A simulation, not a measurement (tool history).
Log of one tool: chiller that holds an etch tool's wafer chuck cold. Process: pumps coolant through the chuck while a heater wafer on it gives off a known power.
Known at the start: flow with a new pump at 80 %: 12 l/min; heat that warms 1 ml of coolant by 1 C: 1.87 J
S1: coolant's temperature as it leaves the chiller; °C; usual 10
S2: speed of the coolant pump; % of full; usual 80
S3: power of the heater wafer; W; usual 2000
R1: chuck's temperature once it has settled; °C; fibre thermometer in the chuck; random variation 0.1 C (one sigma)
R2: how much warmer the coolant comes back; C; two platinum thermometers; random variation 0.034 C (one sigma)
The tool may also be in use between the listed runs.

| run | hour | S1 | S2 | S3 | R1 | R2 |
|---|---|---|---|---|---|---|
| 1 | 0 | 10 | 80 | 2000 | 23.5 | 5.34 |
| 2 | 26.4 | 10 | 80 | 2000 | 23.6 | 5.34 |
| 3 | 50.3 | 18 | 80 | 2000 | 31.8 | 5.42 |
|  | 65 | coolant changed, channels flushed |
| 4 | 91.4 | 10 | 80 | 1903 | 21.5 | 5.16 |
| 5 | 112.8 | 10 | 80 | 1903 | 21.6 | 5.07 |
| 6 | 128.3 | 10 | 80 | 1399 | 18.7 | 3.84 |
| 7 | 154 | 10 | 80 | 1399 | 18.7 | 3.76 |
| 8 | 189.5 | 10 | 80 | 2000 | 22.2 | 5.42 |
|  | 192.4 | chiller's thermometer calibrated |
| 9 | 212.4 | 10 | 80 | 2000 | 22.3 | 5.42 |
| 10 | 243.6 | 10 | 80 | 2000 | 22.2 | 5.39 |
|  | 257.7 | chiller's thermometer calibrated, once more |
| 11 | 265.6 | 10 | 80 | 2000 | 22 | 5.36 |
| 12 | 293.6 | 2 | 80 | 2000 | 14.1 | 5.41 |
| 13 | 329.5 | 5 | 80 | 2000 | 17.3 | 5.41 |
| 14 | 345.3 | 3 | 68 | 2000 | 16.9 | 6.53 |
| 15 | 365.1 | 15 | 68 | 2000 | 29.1 | 6.47 |
| 16 | 384.4 | 0 | 68 | 2000 | 14 | 6.54 |
| 17 | 416.3 | 0 | 68 | 2000 | 14.1 | 6.53 |
| 18 | 449.8 | 11 | 88 | 2383 | 24.2 | 5.74 |
| 19 | 473.3 | 9 | 67 | 2523 | 26.7 | 8.27 |

The next listed run, before its measurement:
| 20 | 505.5 | 12 | 65 | 2105 | ? | ? |

R1: 27.4 °C
R2: 7.23 C
Without the tool's hidden state the same run would have given R1 27.2 °C, R2 7.16 C.

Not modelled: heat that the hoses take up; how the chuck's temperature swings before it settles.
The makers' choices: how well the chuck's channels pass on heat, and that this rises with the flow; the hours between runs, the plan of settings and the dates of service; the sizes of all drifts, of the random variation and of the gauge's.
